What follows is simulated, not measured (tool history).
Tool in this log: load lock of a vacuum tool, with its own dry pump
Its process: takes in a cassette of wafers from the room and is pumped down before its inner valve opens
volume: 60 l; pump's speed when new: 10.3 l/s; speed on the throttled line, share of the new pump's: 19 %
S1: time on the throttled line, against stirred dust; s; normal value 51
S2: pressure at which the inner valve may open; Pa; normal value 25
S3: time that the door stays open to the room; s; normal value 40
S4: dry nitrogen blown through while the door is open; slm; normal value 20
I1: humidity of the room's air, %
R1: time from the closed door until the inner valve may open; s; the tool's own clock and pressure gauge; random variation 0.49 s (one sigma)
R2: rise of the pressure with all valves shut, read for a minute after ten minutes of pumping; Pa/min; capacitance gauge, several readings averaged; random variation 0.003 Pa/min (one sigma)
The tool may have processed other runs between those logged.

Run 1, day 0: usual settings; I1 45.4. Result: R1 88.7 s, R2 0.025 Pa/min.
Run 2, day 6.154: usual settings; I1 42.6. Result: R1 89.4 s, R2 0.024 Pa/min.
Run 3, day 14.967: usual settings; I1 46.6. Result: R1 90.4 s, R2 0.029 Pa/min.
Run 4, day 22.567: usual settings; I1 46.4. Result: R1 89.8 s, R2 0.033 Pa/min.
Run 5, day 31.758: usual settings but S3 99 s; I1 43.8. Result: R1 90.1 s, R2 0.054 Pa/min.
Run 6, day 36.5: usual settings but S3 99 s; I1 46.9. Result: R1 90.6 s, R2 0.053 Pa/min.
Run 7, day 45.15: usual settings; I1 39. Result: R1 89.6 s, R2 0.023 Pa/min.
Run 8, day 54.012: usual settings but S2 39 Pa; I1 41.5. Result: R1 88.5 s, R2 0.027 Pa/min.
Run 9, day 59.788: usual settings but S2 39 Pa; I1 47.3. Result: R1 86.7 s, R2 0.029 Pa/min.
Run 10, day 66.262: usual settings but S2 39 Pa; I1 44.3. Result: R1 87.8 s, R2 0.025 Pa/min.
Run 11, day 74.421: usual settings but S2 39 Pa; I1 45.6. Result: R1 87.4 s, R2 0.03 Pa/min.
Run 12, day 83.321: usual settings but S2 39 Pa; I1 44.8. Result: R1 87 s, R2 0.027 Pa/min.
Run 13, day 90.129: usual settings but S2 39 Pa; I1 44.5. Result: R1 87.8 s, R2 0.025 Pa/min.
Run 14, day 98.921: usual settings but S2 39 Pa; I1 48.6. Result: R1 87 s, R2 0.029 Pa/min.
Run 15, day 107.912: usual settings but S2 41 Pa; I1 43.4. Result: R1 86.9 s, R2 0.025 Pa/min.
Run 16, day 112.683: usual settings but S2 39 Pa, S3 221 s, S4 39 slm; I1 45.3. Result: R1 87.7 s, R2 0.06 Pa/min.
Run 17, day 120.417: usual settings but S2 49 Pa, S3 221 s, S4 39 slm; I1 44.5. Result: R1 86.7 s, R2 0.066 Pa/min.
Run 18, day 126.188: usual settings but S1 50 s, S4 19 slm; I1 41.7. Result: R1 89.4 s, R2 0.029 Pa/min.
Run 19, day 134.8: usual settings but S1 50 s, S2 29 Pa, S3 182 s, S4 39 slm; I1 43.9. Result: R1 88.1 s, R2 0.054 Pa/min.
Run 20, day 140.675: usual settings but S1 47 s, S2 40 Pa; I1 43.5. Result: R1 84.4 s, R2 0.03 Pa/min.
Run 21, day 150.375: usual settings but S2 41 Pa, S3 168 s; I1 44.5. Result: R1 87.9 s, R2 0.067 Pa/min.

Predict each of these 4 candidate next runs independently; none follows another, all start after run 21:
Run A, day 156.546: usual settings but S1 37 s, S2 20 Pa, S3 68 s; I1 45.1. Result: R1 ?, R2 ?.
Run B, day 156.546: usual settings but S1 69 s, S2 41 Pa, S3 72 s; I1 43.2. Result: R1 ?, R2 ?.
Run C, day 156.546: usual settings but S2 41 Pa, S3 216 s, S4 9 slm; I1 42.9. Result: R1 ?, R2 ?.
Run D, day 156.546: usual settings but S1 48 s, S3 106 s, S4 15 slm; I1 43.4. Result: R1 ?, R2 ?.

run     R1     R2
  A   79.8  0.039
  B  101.2  0.038
  C     87  0.113
  D   86.7  0.057
What these runs would have given with no unlogged condition in the tool:
run     R1     R2
  A   79.7  0.039
  B  101.1  0.038
  C     87  0.113
  D   86.7  0.057
